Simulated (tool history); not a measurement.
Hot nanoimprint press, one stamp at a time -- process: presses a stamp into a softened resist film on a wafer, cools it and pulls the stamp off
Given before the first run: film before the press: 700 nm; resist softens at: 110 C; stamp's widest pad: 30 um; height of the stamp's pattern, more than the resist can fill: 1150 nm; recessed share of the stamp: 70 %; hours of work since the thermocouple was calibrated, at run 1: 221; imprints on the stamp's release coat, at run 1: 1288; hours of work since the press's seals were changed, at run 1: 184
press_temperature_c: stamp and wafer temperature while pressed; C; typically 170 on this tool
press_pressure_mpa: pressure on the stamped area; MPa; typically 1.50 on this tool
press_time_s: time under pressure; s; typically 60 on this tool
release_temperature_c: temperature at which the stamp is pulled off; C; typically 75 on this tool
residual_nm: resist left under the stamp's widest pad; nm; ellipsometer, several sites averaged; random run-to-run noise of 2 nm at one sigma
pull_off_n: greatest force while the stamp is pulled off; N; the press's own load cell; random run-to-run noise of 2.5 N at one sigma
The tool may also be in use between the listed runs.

run,hour,press_temperature_c,press_pressure_mpa,press_time_s,release_temperature_c,hours of work since the thermocouple was calibrated,imprints on the stamp's release coat,hours of work since the press's seals were changed,residual_nm,pull_off_n
1,0.0,170,1.50,60,75,221,1288,184,318.3,154
# hour 16.9: stamp cleaned and given a new release coat
2,19.1,170,1.50,60,75,230,9,193,313.9,115
3,35.9,170,1.50,60,75,242,83,205,318.4,117
4,47.7,170,1.50,60,75,250,135,213,321.0,117
5,58.5,170,1.50,60,75,257,183,221,313.8,120
6,74.5,170,1.50,60,75,268,253,232,318.4,116
7,83.7,170,1.50,99,75,275,294,238,260.9,120
8,96.5,170,1.50,99,75,284,350,247,259.6,125
9,114.4,170,1.50,99,75,296,429,259,260.6,122
10,130.6,170,1.50,99,75,307,501,271,259.7,127
11,141.7,170,1.50,99,75,315,549,278,261.3,129
12,156.1,180,2.06,60,75,325,613,288,166.4,129
13,175.1,170,2.22,47,75,338,696,301,287.1,133
14,193.1,170,2.22,47,75,350,776,314,285.7,132
15,204.2,170,1.20,80,75,358,824,322,313.0,136
16,212.4,168,1.13,67,75,364,861,327,371.3,134
17,231.9,161,1.13,67,75,377,947,341,485.6,143
18,248.5,172,2.14,102,68,389,1020,352,191.3,153
19,267.9,178,2.01,82,63,402,1105,366,161.4,151
20,277.1,178,2.01,62,63,409,1146,372,182.3,160
21,288.4,178,2.01,62,63,416,1195,380,180.1,163
# hour 298.9: plate thermocouple calibrated
22,302.2,170,1.50,60,79,2,1243,387,328.4,138

Alternative continuations, all from the tool just after run 22; predict every row:
A,316.9,170,0.90,63,63,13,1308,398,?,?
B,316.9,170,1.50,63,79,13,1308,398,?,?
C,316.9,170,1.50,60,81,13,1308,398,?,?

run,residual_nm,pull_off_n
A,405.2,162
B,323.0,142
C,327.7,141
The same runs, with their run-to-run variation unchanged, on a tool lacking any hidden condition would have given:
run,residual_nm,pull_off_n
A,406.1,123
B,323.4,107
C,328.2,106
